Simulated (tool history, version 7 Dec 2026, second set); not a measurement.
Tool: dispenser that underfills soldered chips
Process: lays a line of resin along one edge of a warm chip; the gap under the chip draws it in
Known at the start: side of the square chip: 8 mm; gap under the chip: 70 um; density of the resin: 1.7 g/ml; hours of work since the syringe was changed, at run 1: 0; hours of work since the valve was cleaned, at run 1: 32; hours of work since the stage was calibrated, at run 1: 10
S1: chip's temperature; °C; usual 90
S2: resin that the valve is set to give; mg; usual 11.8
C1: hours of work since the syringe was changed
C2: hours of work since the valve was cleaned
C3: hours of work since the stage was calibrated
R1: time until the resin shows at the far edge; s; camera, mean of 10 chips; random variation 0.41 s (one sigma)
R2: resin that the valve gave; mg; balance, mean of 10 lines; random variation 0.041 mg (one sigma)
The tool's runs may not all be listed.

Run 1, hour 0: usual settings; C1 0; C2 32; C3 10. Result: R1 28 s, R2 11.68 mg.
Run 2, hour 4.7: usual settings but S2 14.4 mg; C1 3; C2 34; C3 13. Result: R1 34.6 s, R2 14.13 mg.
Run 3, hour 9.8: usual settings but S2 14.4 mg; C1 6; C2 37; C3 16. Result: R1 41.8 s, R2 14.21 mg.
Run 4, hour 12.8: usual settings but S2 14.4 mg; C1 8; C2 39; C3 18. Result: R1 48.2 s, R2 14.15 mg.
At hour 15.4: new syringe of resin.
Run 5, hour 19.7: usual settings but S2 14.4 mg; C1 3; C2 43; C3 22. Result: R1 32.2 s, R2 14.06 mg.
Run 6, hour 25.6: usual settings but S2 14.4 mg; C1 6; C2 47; C3 25. Result: R1 42 s, R2 14.02 mg.
Run 7, hour 29.3: usual settings but S2 14.4 mg; C1 8; C2 49; C3 28. Result: R1 49.1 s, R2 14.09 mg.
At hour 30.9: new syringe of resin.
Run 8, hour 35: usual settings but S2 14.4 mg; C1 2; C2 52; C3 31. Result: R1 32.9 s, R2 14.06 mg.
Run 9, hour 40.6: usual settings but S1 98 °C; C1 6; C2 56; C3 34. Result: R1 31.3 s, R2 11.49 mg.
At hour 46.4: new syringe of resin.
Run 10, hour 47.5: usual settings but S1 98 °C; C1 1; C2 60; C3 38. Result: R1 21.5 s, R2 11.51 mg.
Run 11, hour 52.3: usual settings but S2 12.5 mg; C1 4; C2 63; C3 41. Result: R1 35.5 s, R2 12.15 mg.
Run 12, hour 56.9: usual settings but S2 11 mg; C1 6; C2 65; C3 44. Result: R1 43.4 s, R2 10.71 mg.
At hour 61.9: new syringe of resin.
Run 13, hour 63.7: usual settings; C1 1; C2 69; C3 48. Result: R1 30.1 s, R2 11.38 mg.
Run 14, hour 67.1: usual settings; C1 3; C2 71; C3 50. Result: R1 34.2 s, R2 11.46 mg.
Run 15, hour 72: usual settings but S1 97 °C; C1 6; C2 74; C3 53. Result: R1 32.9 s, R2 11.4 mg.
At hour 77.8: dispensing valve cleaned and set on the balance.
At hour 78.4: new syringe of resin.
Run 16, hour 79.9: usual settings but S1 97 °C; C1 1; C2 1; C3 57. Result: R1 22.7 s, R2 11.75 mg.
Run 17, hour 85.8: usual settings but S1 97 °C; C1 4; C2 5; C3 60. Result: R1 28 s, R2 11.79 mg.
Run 18, hour 90: usual settings but S1 78 °C; C1 7; C2 7; C3 63. Result: R1 75.7 s, R2 11.78 mg.
At hour 94.1: new syringe of resin.
Run 19, hour 95: usual settings but S1 84 °C, S2 10.5 mg; C1 1; C2 10; C3 66. Result: R1 36.9 s, R2 10.48 mg.
Run 20, hour 97.9: usual settings but S1 104 °C, S2 11.7 mg; C1 2; C2 12; C3 68. Result: R1 18.8 s, R2 11.64 mg.
Run 21, hour 104.5: usual settings but S1 100 °C, S2 13.2 mg; C1 6; C2 16; C3 72. Result: R1 27.7 s, R2 13.15 mg.
Run 22, hour 107.8: usual settings but S1 95 °C, S2 14.3 mg; C1 8; C2 18; C3 74. Result: R1 39.6 s, R2 14.18 mg.
At hour 109.8: new syringe of resin.
Run 23, hour 111.4: usual settings but S1 77 °C, S2 14.8 mg; C1 1; C2 20; C3 76. Result: R1 50.5 s, R2 14.59 mg.
Run 24, hour 115.8: usual settings but S1 87 °C, S2 14.9 mg; C1 4; C2 22; C3 78. Result: R1 38.9 s, R2 14.66 mg.
Run 25, hour 119.7: usual settings but S1 87 °C, S2 14.9 mg; C1 6; C2 25; C3 81. Result: R1 47.6 s, R2 14.7 mg.
At hour 125.3: new syringe of resin.
Run 26, hour 125.9: usual settings but S1 87 °C, S2 14.9 mg; C1 0; C2 28; C3 84. Result: R1 31.6 s, R2 14.68 mg.
Run 27, hour 129.9: usual settings but S2 12.9 mg; C1 3; C2 31; C3 87. Result: R1 34.1 s, R2 12.73 mg.
Run 28, hour 135.3: usual settings but S1 82 °C, S2 13.6 mg; C1 6; C2 34; C3 90. Result: R1 59.4 s, R2 13.46 mg.
Run 29, hour 138.3: usual settings but S1 82 °C, S2 13.6 mg; C1 8; C2 36; C3 92. Result: R1 68.1 s, R2 13.29 mg.
At hour 140.8: new syringe of resin.
Run 30, hour 144.2: usual settings but S1 80 °C, S2 14.3 mg; C1 2; C2 39; C3 95. Result: R1 47.5 s, R2 14.04 mg.
Run 31, hour 149: usual settings but S1 80 °C, S2 14.3 mg; C1 5; C2 42; C3 98. Result: R1 57.7 s, R2 13.95 mg.
Run 32, hour 155.4: usual settings but S1 97 °C, S2 12.4 mg; C1 9; C2 46; C3 102. Result: R1 38.1 s, R2 12.04 mg.
At hour 156.1: new syringe of resin.
Run 33, hour 158.8: usual settings but S1 102 °C, S2 14.4 mg; C1 2; C2 48; C3 104. Result: R1 19.5 s, R2 14.08 mg.
Run 34, hour 165.1: usual settings but S1 102 °C, S2 14.4 mg; C1 5; C2 52; C3 108. Result: R1 24.1 s, R2 14.01 mg.
Run 35, hour 170: usual settings but S1 102 °C, S2 14.4 mg; C1 8; C2 55; C3 111. Result: R1 30.1 s, R2 13.89 mg.

How the hidden state differs across the entries between the runs, from the last listed run before each to the first after it:
Between runs 4 and 5: new syringe of resin (hour 15.4)
  resin's viscosity, % of fresh resin's: 173.4 -> 119.5; dose that the valve gives, % of what is set: 98.35 -> 98.13; true chip temperature over the reading, C: 0.01 -> 0.03
  measured less the result without the state, R1: +20.2 -> +5.3 s; R2: -0.23 -> -0.26 mg
Between runs 7 and 8: new syringe of resin (hour 30.9)
  resin's viscosity, % of fresh resin's: 181.3 -> 119.5; dose that the valve gives, % of what is set: 97.84 -> 97.67; true chip temperature over the reading, C: 0.06 -> 0.08
  measured less the result without the state, R1: +22.2 -> +5.3 s; R2: -0.32 -> -0.34 mg
Between runs 9 and 10: new syringe of resin (hour 46.4)
  resin's viscosity, % of fresh resin's: 152.3 -> 103.9; dose that the valve gives, % of what is set: 97.5 -> 97.28; true chip temperature over the reading, C: 0.1 -> 0.12
  measured less the result without the state, R1: +10.7 -> +0.8 s; R2: -0.3 -> -0.32 mg
Between runs 12 and 13: new syringe of resin (hour 61.9)
  resin's viscosity, % of fresh resin's: 155.9 -> 107.1; dose that the valve gives, % of what is set: 96.99 -> 96.79; true chip temperature over the reading, C: 0.15 -> 0.17
  measured less the result without the state, R1: +15.8 -> +2 s; R2: -0.33 -> -0.37 mg
Between runs 15 and 16: dispensing valve cleaned and set on the balance (hour 77.8); new syringe of resin (hour 78.4)
  resin's viscosity, % of fresh resin's: 152.7 -> 106.5; dose that the valve gives, % of what is set: 96.54 -> 99.92; true chip temperature over the reading, C: 0.2 -> 0.22
  measured less the result without the state, R1: +11.2 -> +1.2 s; R2: -0.41 -> -0.01 mg
Between runs 18 and 19: new syringe of resin (hour 94.1)
  resin's viscosity, % of fresh resin's: 164.3 -> 103.4; dose that the valve gives, % of what is set: 99.62 -> 99.47; true chip temperature over the reading, C: 0.25 -> 0.27
  measured less the result without the state, R1: +29.2 -> +0.8 s; R2: -0.05 -> -0.06 mg
Between runs 22 and 23: new syringe of resin (hour 109.8)
  resin's viscosity, % of fresh resin's: 179.7 -> 105.8; dose that the valve gives, % of what is set: 99.05 -> 98.95; true chip temperature over the reading, C: 0.31 -> 0.32
  measured less the result without the state, R1: +17.4 -> +2.1 s; R2: -0.14 -> -0.15 mg
Between runs 25 and 26: new syringe of resin (hour 125.3)
  resin's viscosity, % of fresh resin's: 151.6 -> 104.2; dose that the valve gives, % of what is set: 98.68 -> 98.51; true chip temperature over the reading, C: 0.35 -> 0.37
  measured less the result without the state, R1: +15.9 -> +0.8 s; R2: -0.2 -> -0.23 mg
Between runs 29 and 30: new syringe of resin (hour 140.8)
  resin's viscosity, % of fresh resin's: 177.3 -> 114.6; dose that the valve gives, % of what is set: 98.11 -> 97.92; true chip temperature over the reading, C: 0.41 -> 0.42
  measured less the result without the state, R1: +29 -> +5.3 s; R2: -0.26 -> -0.3 mg
Between runs 32 and 33: new syringe of resin (hour 156.1)
  resin's viscosity, % of fresh resin's: 185.9 -> 113.2; dose that the valve gives, % of what is set: 97.56 -> 97.46; true chip temperature over the reading, C: 0.46 -> 0.47
  measured less the result without the state, R1: +17.2 -> +1.9 s; R2: -0.3 -> -0.37 mg

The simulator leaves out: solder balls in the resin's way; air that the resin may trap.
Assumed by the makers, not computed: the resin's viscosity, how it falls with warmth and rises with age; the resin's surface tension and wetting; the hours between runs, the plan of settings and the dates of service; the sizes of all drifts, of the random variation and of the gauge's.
